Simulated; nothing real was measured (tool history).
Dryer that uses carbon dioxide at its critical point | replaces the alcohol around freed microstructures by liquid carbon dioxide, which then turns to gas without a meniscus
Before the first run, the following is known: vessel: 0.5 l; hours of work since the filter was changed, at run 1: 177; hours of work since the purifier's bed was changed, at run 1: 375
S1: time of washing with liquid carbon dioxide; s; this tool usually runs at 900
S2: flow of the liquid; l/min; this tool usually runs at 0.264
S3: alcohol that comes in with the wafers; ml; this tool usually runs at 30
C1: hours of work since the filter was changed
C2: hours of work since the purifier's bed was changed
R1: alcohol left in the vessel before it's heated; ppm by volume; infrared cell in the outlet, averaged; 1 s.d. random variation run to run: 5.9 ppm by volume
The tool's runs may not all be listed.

| run | hour | S1 | S2 | S3 | C1 | C2 | R1 |
|---|---|---|---|---|---|---|---|
| 1 | 0.0 | 900 | 0.264 | 30 | 177 | 375 | 321 |
| 2 | 62.8 | 900 | 0.264 | 30 | 214 | 413 | 347 |
| 3 | 95.9 | 900 | 0.264 | 30 | 234 | 432 | 364 |
| 4 | 153.3 | 900 | 0.264 | 30 | 269 | 467 | 395 |
| 5 | 185.7 | 900 | 0.264 | 30 | 288 | 487 | 386 |
| 6 | 240.0 | 900 | 0.264 | 30 | 321 | 519 | 421 |
| 7 | 298.4 | 900 | 0.264 | 30 | 356 | 554 | 446 |
|  | 303.3 | inlet filter changed |
| 8 | 352.9 | 900 | 0.264 | 30 | 30 | 587 | 279 |

Run 9, settings as shown, results not yet in. Your forecast:
| 9 | 410.1 | 960 | 0.432 | 42 | 64 | 621 | ? |

Run 9 produced R1 62 ppm by volume.
Minus the tool's unlogged condition, the same run would have read R1 9 ppm by volume.
